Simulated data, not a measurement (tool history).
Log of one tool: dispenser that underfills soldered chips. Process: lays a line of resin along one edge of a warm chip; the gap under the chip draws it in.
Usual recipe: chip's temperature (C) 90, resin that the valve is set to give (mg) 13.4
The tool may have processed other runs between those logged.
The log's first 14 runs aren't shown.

run   hour  chip's temperature (C)  resin that the valve is set to give (mg)  hours of work since the syringe was changed  hours of work since the valve was cleaned  hours of work since the stage was calibrated  time until the resin shows at the far edge (s)  resin that the valve gave (mg)
 15  104.3                      90                                      13.4                                            8                                         34                                           151                                             181                           12.87
     106.6  -- new syringe of resin
 16  114.1                      90                                      13.4                                            5                                         40                                           157                                           156.2                           12.93
 17  118.4                      90                                      13.4                                            7                                         43                                           160                                           178.2                           12.98
     121.8  -- new syringe of resin
 18  127.4                      90                                      11.9                                            4                                         48                                           165                                           153.7                           11.39
 19    135                      90                                      11.9                                            8                                         53                                           170                                           193.2                           11.38
     137.2  -- new syringe of resin
 20  142.1                     104                                      11.9                                            3                                         57                                           174                                            84.5                           11.25
 21    151                      77                                      16.9                                            9                                         63                                           180                                           346.4                           15.88
     153.1  -- new syringe of resin
 22  157.1                      81                                      12.6                                            2                                         66                                           183                                           225.1                           11.82
 23  164.5                      81                                      12.6                                            7                                         71                                           188                                           276.3                           11.81
     168.6  -- new syringe of resin
 24  171.7                     103                                      11.7                                            2                                         75                                           192                                            82.4                           11.02
 25  176.6                     103                                      11.7                                            5                                         78                                           195                                            94.3                           10.86
 26  182.4                     103                                      11.7                                            9                                         82                                           199                                             114                           10.85
     184.3  -- new syringe of resin
 27    187                      84                                      11.5                                            2                                         84                                           202                                           191.1                           10.61
 28  192.6                      91                                      15.5                                            5                                         88                                           205                                           152.4                           14.12
     199.4  -- new syringe of resin
 29  200.7                      84                                      14.9                                            1                                         93                                           210                                           176.1                           13.66
 30  210.2                      86                                      16.5                                            7                                         99                                           216                                           205.9                           14.98
     214.8  -- new syringe of resin
 31  219.5                      86                                      16.5                                            3                                        104                                           221                                           173.6                           15.01
 32  229.5                      96                                      16.9                                            9                                        110                                           228                                             149                           15.17
     230.6  -- new syringe of resin
 33  240.4                      89                                      13.4                                            6                                        117                                           234                                           186.7                           11.98

For run 34, what comes out?
 34  244.9                      89                                      13.4                                            9                                        120                                           237                                               ?                               ?

{"run 34": {"time until the resin shows at the far edge (s)": 210.6, "resin that the valve gave (mg)": 11.91}}
Had the tool carried no hidden state, the very same run would have given time until the resin shows at the far edge (s) 126.8, resin that the valve gave (mg) 13.37.
